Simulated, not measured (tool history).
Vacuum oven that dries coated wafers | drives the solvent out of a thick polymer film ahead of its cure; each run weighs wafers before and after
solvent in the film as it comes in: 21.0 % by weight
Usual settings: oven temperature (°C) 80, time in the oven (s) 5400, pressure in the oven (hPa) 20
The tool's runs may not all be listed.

run    hour  oven temperature (°C)  time in the oven (s)  pressure in the oven (hPa)  solvent left in the film (%)
  1       0                     80                  5400                          20                          2.63
  2    82.6                     80                  5280                          20                          2.82
  3   135.1                     80                  5280                          20                          2.82
  4   214.8                     80                  5280                          20                          2.88
      260.2  -- oven's thermocouples calibrated
  5   278.2                     80                  5400                          20                          3.08
  6     348                     80                  5400                          20                          3.14
  7   456.9                     80                  5400                          20                          3.14
  8   516.5                     80                  5400                          20                          3.23
  9   581.1                     80                  5400                          20                          3.31
      614.7  -- oven's thermocouples calibrated, once more
 10   659.5                     85                  3600                        35.9                          3.09
 11   718.7                     80                  5400                        18.2                          2.21
 12   776.8                     80                  9420                        29.4                          1.41
 13   832.7                     77                  3660                        13.5                          4.87
 14   932.7                     77                  3660                        30.5                           5.4
 15  1004.6                     77                  3660                        30.5                          5.34
 16  1069.4                     67                  5400                        20.5                          6.29
 17  1127.3                     67                  5400                        20.5                          6.37

Forecast each of these 4 alternatives for the next run:
  A  1239.8                     73                  8640                        78.2                             ?
  B  1239.8                     88                  8520                        43.5                             ?
  C  1239.8                     80                  5400                        10.6                             ?
  D  1239.8                     80                  5400                        17.7                             ?

run  solvent left in the film (%)
  A                          4.75
  B                           1.2
  C                          2.09
  D                          2.37
Without the tool's hidden state the same runs would have given:
run  solvent left in the film (%)
  A                          4.51
  B                          1.13
  C                          1.92
  D                          2.19
